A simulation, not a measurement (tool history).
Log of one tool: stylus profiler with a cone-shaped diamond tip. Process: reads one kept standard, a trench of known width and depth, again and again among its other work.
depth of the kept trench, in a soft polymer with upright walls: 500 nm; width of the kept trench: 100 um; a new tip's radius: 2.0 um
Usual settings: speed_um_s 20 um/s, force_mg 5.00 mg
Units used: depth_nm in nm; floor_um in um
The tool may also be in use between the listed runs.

run 1 hour=0.0 | speed_um_s=20 force_mg=5.00 | depth_nm=510.69 floor_um=97.28
run 2 hour=14.6 | speed_um_s=20 force_mg=13.70 | depth_nm=520.46 floor_um=97.31
run 3 hour=34.9 | speed_um_s=20 force_mg=13.70 | depth_nm=520.58 floor_um=97.28
run 4 hour=46.8 | speed_um_s=20 force_mg=13.70 | depth_nm=520.75 floor_um=97.26
run 5 hour=59.1 | speed_um_s=17 force_mg=5.00 | depth_nm=510.58 floor_um=97.26
run 6 hour=72.5 | speed_um_s=17 force_mg=5.00 | depth_nm=510.46 floor_um=97.24
run 7 hour=83.0 | speed_um_s=17 force_mg=5.00 | depth_nm=510.32 floor_um=97.26
run 8 hour=94.3 | speed_um_s=17 force_mg=5.00 | depth_nm=510.63 floor_um=97.28
run 9 hour=109.6 | speed_um_s=20 force_mg=10.73 | depth_nm=517.59 floor_um=97.23
run 10 hour=120.4 | speed_um_s=20 force_mg=5.00 | depth_nm=510.37 floor_um=97.22
run 11 hour=140.7 | speed_um_s=20 force_mg=5.00 | depth_nm=510.72 floor_um=97.21
run 12 hour=152.3 | speed_um_s=24 force_mg=5.00 | depth_nm=510.84 floor_um=97.18
run 13 hour=164.5 | speed_um_s=13 force_mg=5.00 | depth_nm=510.58 floor_um=97.22
run 14 hour=180.0 | speed_um_s=13 force_mg=5.00 | depth_nm=510.60 floor_um=97.19
run 15 hour=196.3 | speed_um_s=13 force_mg=5.00 | depth_nm=510.54 floor_um=97.20
run 16 hour=206.5 | speed_um_s=13 force_mg=11.68 | depth_nm=518.41 floor_um=97.22
run 17 hour=222.3 | speed_um_s=13 force_mg=11.68 | depth_nm=518.52 floor_um=97.23
run 18 hour=240.5 | speed_um_s=18 force_mg=5.00 | depth_nm=510.98 floor_um=97.11
run 19 hour=253.4 | speed_um_s=18 force_mg=5.00 | depth_nm=510.80 floor_um=97.13
run 20 hour=263.1 | speed_um_s=20 force_mg=5.00 | depth_nm=510.76 floor_um=97.15
run 21 hour=272.3 | speed_um_s=7 force_mg=5.00 | depth_nm=510.68 floor_um=97.19
run 22 hour=289.0 | speed_um_s=7 force_mg=5.00 | depth_nm=510.78 floor_um=97.17
run 23 hour=306.8 | speed_um_s=38 force_mg=4.81 | depth_nm=510.62 floor_um=97.09
run 24 hour=325.6 | speed_um_s=8 force_mg=10.73 | depth_nm=517.65 floor_um=97.18
run 25 hour=347.0 | speed_um_s=17 force_mg=12.46 | depth_nm=519.67 floor_um=97.17
run 26 hour=358.1 | speed_um_s=17 force_mg=12.46 | depth_nm=519.56 floor_um=97.10
run 27 hour=376.6 | speed_um_s=17 force_mg=12.46 | depth_nm=519.56 floor_um=97.14
run 28 hour=395.7 | speed_um_s=17 force_mg=2.75 | depth_nm=507.28 floor_um=97.10
run 29 hour=406.7 | speed_um_s=14 force_mg=5.39 | depth_nm=511.27 floor_um=97.12
run 30 hour=423.1 | speed_um_s=14 force_mg=5.63 | depth_nm=511.71 floor_um=97.13
run 31 hour=440.5 | speed_um_s=14 force_mg=5.63 | depth_nm=511.82 floor_um=97.05
run 32 hour=449.5 | speed_um_s=14 force_mg=5.63 | depth_nm=511.89 floor_um=97.09
run 33 hour=466.4 | speed_um_s=19 force_mg=5.92 | depth_nm=512.13 floor_um=97.00
run 34 hour=485.8 | speed_um_s=24 force_mg=1.78 | depth_nm=506.07 floor_um=97.01
run 35 hour=501.9 | speed_um_s=7 force_mg=12.81 | depth_nm=520.19 floor_um=97.07
run 36 hour=516.0 | speed_um_s=7 force_mg=12.81 | depth_nm=520.44 floor_um=97.04
run 37 hour=529.5 | speed_um_s=32 force_mg=4.92 | depth_nm=510.95 floor_um=96.98
run 38 hour=546.8 | speed_um_s=32 force_mg=4.92 | depth_nm=510.77 floor_um=97.01

Estimate the outcome of run 39 from the log above:
run 39 hour=567.4 | speed_um_s=32 force_mg=4.92 | depth_nm=? floor_um=?

{"run 39": {"depth_nm": 510.94, "floor_um": 97.01}}
Had the tool carried no hidden state, the very same run would have given depth_nm 510.28 nm, floor_um 97.31 um.

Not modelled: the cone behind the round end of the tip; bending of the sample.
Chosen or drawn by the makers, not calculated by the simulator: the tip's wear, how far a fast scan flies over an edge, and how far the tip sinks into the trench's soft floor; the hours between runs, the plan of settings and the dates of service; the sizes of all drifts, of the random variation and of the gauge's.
